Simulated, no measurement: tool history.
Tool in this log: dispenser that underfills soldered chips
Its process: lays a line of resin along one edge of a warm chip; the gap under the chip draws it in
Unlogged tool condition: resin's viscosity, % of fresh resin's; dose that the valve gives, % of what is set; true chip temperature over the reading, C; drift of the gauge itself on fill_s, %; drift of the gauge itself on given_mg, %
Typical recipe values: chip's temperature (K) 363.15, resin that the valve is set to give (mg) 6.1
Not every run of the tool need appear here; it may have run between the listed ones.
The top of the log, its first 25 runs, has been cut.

run   hour  chip's temperature (K)  resin that the valve is set to give (mg)  hours of work since the syringe was changed  hours of work since the valve was cleaned  hours of work since the stage was calibrated  time until the resin shows at the far edge (s)  resin that the valve gave (mg)
 26  161.2                  358.15                                      7.52                                           10                                         19                                           317                                            44.6                             7.4
     164.4  -- new syringe of resin
 27  166.8                  355.15                                      5.68                                            2                                         22                                           321                                            38.2                            5.56
 28  172.2                  354.15                                      7.51                                            5                                         26                                           325                                            43.1                            7.33
 29  177.4                  350.15                                      6.74                                            9                                         30                                           328                                            57.4                            6.57
     182.3  -- new syringe of resin
 30  183.8                  356.15                                       6.1                                            1                                         34                                           332                                            33.3                            5.93
 31  189.2                  362.15                                      7.06                                            5                                         38                                           336                                            31.5                            6.83
     195.4  -- dispensing valve cleaned and set on the balance
 32  195.7                  362.15                                      7.06                                            9                                          0                                           340                                              37                            7.08
     200.6  -- new syringe of resin
 33  200.6                  362.15                                      7.06                                            0                                          3                                           343                                            26.5                            7.04
 34  207.2                  360.15                                      6.56                                            5                                          8                                           348                                            33.7                            6.52
 35  215.4                  360.15                                      6.56                                           10                                         14                                           353                                            42.1                            6.47

Predict each of these 3 candidate next runs independently; none follows another, all start after run 35:
       218  -- new syringe of resin
  A  221.8                  356.15                                       6.1                                            3                                         18                                           358                                               ?                               ?
       218  -- new syringe of resin
  B  221.8                  371.15                                      7.83                                            3                                         18                                           358                                               ?                               ?
       218  -- new syringe of resin
  C  221.8                  356.15                                      6.57                                            3                                         18                                           358                                               ?                               ?

run  time until the resin shows at the far edge (s)  resin that the valve gave (mg)
  A                                            37.6                            6.01
  B                                            22.8                            7.73
  C                                            36.5                            6.48
Had the tool no hidden state, the same runs would have come out as:
run  time until the resin shows at the far edge (s)  resin that the valve gave (mg)
  A                                            32.4                             6.1
  B                                            19.7                            7.85
  C                                            31.4                            6.58

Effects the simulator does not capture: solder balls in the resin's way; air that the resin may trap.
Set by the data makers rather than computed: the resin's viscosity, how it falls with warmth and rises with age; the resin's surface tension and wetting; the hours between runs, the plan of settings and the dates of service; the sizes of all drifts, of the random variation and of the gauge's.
